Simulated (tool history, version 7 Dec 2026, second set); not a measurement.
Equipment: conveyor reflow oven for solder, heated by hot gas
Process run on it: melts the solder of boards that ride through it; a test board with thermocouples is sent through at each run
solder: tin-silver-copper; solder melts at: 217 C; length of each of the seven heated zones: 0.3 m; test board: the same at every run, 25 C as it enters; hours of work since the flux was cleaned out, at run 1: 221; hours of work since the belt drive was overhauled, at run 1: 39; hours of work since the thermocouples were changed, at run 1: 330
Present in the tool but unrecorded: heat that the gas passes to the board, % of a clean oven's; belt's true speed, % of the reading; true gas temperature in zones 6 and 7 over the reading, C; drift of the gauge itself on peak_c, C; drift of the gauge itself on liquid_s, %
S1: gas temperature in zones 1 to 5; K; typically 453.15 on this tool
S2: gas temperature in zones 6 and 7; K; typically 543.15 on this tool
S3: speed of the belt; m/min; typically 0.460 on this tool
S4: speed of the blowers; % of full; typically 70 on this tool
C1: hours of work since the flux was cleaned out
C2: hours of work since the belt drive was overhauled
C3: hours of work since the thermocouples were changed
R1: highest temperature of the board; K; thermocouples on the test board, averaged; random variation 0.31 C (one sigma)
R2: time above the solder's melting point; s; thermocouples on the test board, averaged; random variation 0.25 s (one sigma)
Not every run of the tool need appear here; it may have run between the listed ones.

run 1 hour=0.0 | S1=453.15 S2=543.15 S3=0.460 S4=70 | C1=221 C2=39 C3=330 | R1=528.45 R2=62.6
run 2 hour=19.0 | S1=453.15 S2=543.15 S3=0.460 S4=70 | C1=229 C2=47 C3=338 | R1=527.55 R2=62.3
run 3 hour=38.8 | S1=453.15 S2=543.15 S3=0.460 S4=70 | C1=237 C2=56 C3=347 | R1=527.65 R2=61.8
run 4 hour=61.6 | S1=453.15 S2=543.15 S3=0.460 S4=70 | C1=247 C2=65 C3=357 | R1=527.55 R2=62.0
run 5 hour=85.5 | S1=453.15 S2=543.15 S3=0.503 S4=70 | C1=257 C2=76 C3=367 | R1=524.55 R2=53.6
run 6 hour=102.6 | S1=453.15 S2=543.15 S3=0.460 S4=70 | C1=264 C2=83 C3=374 | R1=527.55 R2=62.0
run 7 hour=113.9 | S1=453.15 S2=543.15 S3=0.460 S4=70 | C1=269 C2=88 C3=379 | R1=527.05 R2=61.9
run 8 hour=126.2 | S1=453.15 S2=543.15 S3=0.460 S4=70 | C1=274 C2=93 C3=384 | R1=527.45 R2=61.5
run 9 hour=145.6 | S1=453.15 S2=543.15 S3=0.460 S4=70 | C1=283 C2=101 C3=392 | R1=527.65 R2=61.8
run 10 hour=161.8 | S1=453.15 S2=543.15 S3=0.460 S4=70 | C1=290 C2=108 C3=399 | R1=527.25 R2=61.3
run 11 hour=175.7 | S1=453.15 S2=543.15 S3=0.483 S4=70 | C1=296 C2=114 C3=405 | R1=525.65 R2=57.0
run 12 hour=191.3 | S1=453.15 S2=543.15 S3=0.520 S4=70 | C1=302 C2=121 C3=412 | R1=523.25 R2=50.7
run 13 hour=213.8 | S1=453.15 S2=543.15 S3=0.520 S4=70 | C1=312 C2=130 C3=421 | R1=522.85 R2=50.7
run 14 hour=235.9 | S1=453.15 S2=543.15 S3=0.520 S4=70 | C1=321 C2=140 C3=431 | R1=523.05 R2=50.3
run 15 hour=255.9 | S1=453.15 S2=543.15 S3=0.520 S4=70 | C1=330 C2=148 C3=439 | R1=523.15 R2=50.5
run 16 hour=271.0 | S1=453.15 S2=543.15 S3=0.520 S4=70 | C1=336 C2=155 C3=446 | R1=522.65 R2=50.4
run 17 hour=283.9 | S1=453.15 S2=548.15 S3=0.512 S4=70 | C1=342 C2=160 C3=451 | R1=527.25 R2=54.6
run 18 hour=305.8 | S1=463.15 S2=548.15 S3=0.490 S4=70 | C1=351 C2=170 C3=461 | R1=531.55 R2=64.0
run 19 hour=324.5 | S1=465.15 S2=555.15 S3=0.460 S4=62 | C1=359 C2=178 C3=469 | R1=537.35 R2=71.9
run 20 hour=345.9 | S1=466.15 S2=535.15 S3=0.460 S4=62 | C1=368 C2=187 C3=478 | R1=520.35 R2=62.4
run 21 hour=365.7 | S1=466.15 S2=535.15 S3=0.460 S4=62 | C1=377 C2=195 C3=486 | R1=521.25 R2=62.0
run 22 hour=381.0 | S1=466.15 S2=535.15 S3=0.460 S4=62 | C1=383 C2=202 C3=493 | R1=520.45 R2=62.2
run 23 hour=391.0 | S1=453.15 S2=541.15 S3=0.460 S4=70 | C1=387 C2=206 C3=497 | R1=525.35 R2=60.2
run 24 hour=411.5 | S1=453.15 S2=541.15 S3=0.460 S4=70 | C1=396 C2=215 C3=506 | R1=524.55 R2=60.0
run 25 hour=429.5 | S1=453.15 S2=541.15 S3=0.460 S4=70 | C1=404 C2=222 C3=513 | R1=525.25 R2=59.8
run 26 hour=443.0 | S1=453.15 S2=541.15 S3=0.460 S4=70 | C1=410 C2=228 C3=519 | R1=525.35 R2=59.9
run 27 hour=454.7 | S1=453.15 S2=545.15 S3=0.460 S4=86 | C1=415 C2=233 C3=524 | R1=532.95 R2=65.1
run 28 hour=476.7 | S1=453.15 S2=545.15 S3=0.460 S4=86 | C1=424 C2=242 C3=534 | R1=532.45 R2=65.4
-- hour=485.0 flux residue cleaned out of gas plates and filters
run 29 hour=492.1 | S1=442.15 S2=554.15 S3=0.460 S4=86 | C1=3 C2=247 C3=538 | R1=542.15 R2=67.7
run 30 hour=515.6 | S1=442.15 S2=554.15 S3=0.413 S4=86 | C1=13 C2=257 C3=548 | R1=545.05 R2=76.5

5 ways to go on from here, each from the tool as it stands after run 30. What would each give?
run A hour=535.5 | S1=467.15 S2=554.15 S3=0.529 S4=64 | C1=22 C2=265 C3=557 | R1=? R2=?
run B hour=535.5 | S1=456.15 S2=543.15 S3=0.460 S4=58 | C1=22 C2=265 C3=557 | R1=? R2=?
run C hour=535.5 | S1=461.15 S2=554.15 S3=0.376 S4=86 | C1=22 C2=265 C3=557 | R1=? R2=?
run D hour=535.5 | S1=453.15 S2=534.15 S3=0.460 S4=70 | C1=22 C2=265 C3=557 | R1=? R2=?
run E hour=535.5 | S1=453.15 S2=543.15 S3=0.460 S4=72 | C1=22 C2=265 C3=557 | R1=? R2=?

run=A R1=535.55 R2=62.4
run=B R1=525.95 R2=61.8
run=C R1=548.75 R2=93.4
run=D R1=522.15 R2=58.6
run=E R1=529.85 R2=64.5
Stripped of hidden state, with their random variation kept, the same runs would have yielded:
run=A R1=534.15 R2=61.5
run=B R1=524.55 R2=60.6
run=C R1=547.15 R2=92.4
run=D R1=520.65 R2=57.3
run=E R1=528.35 R2=63.4
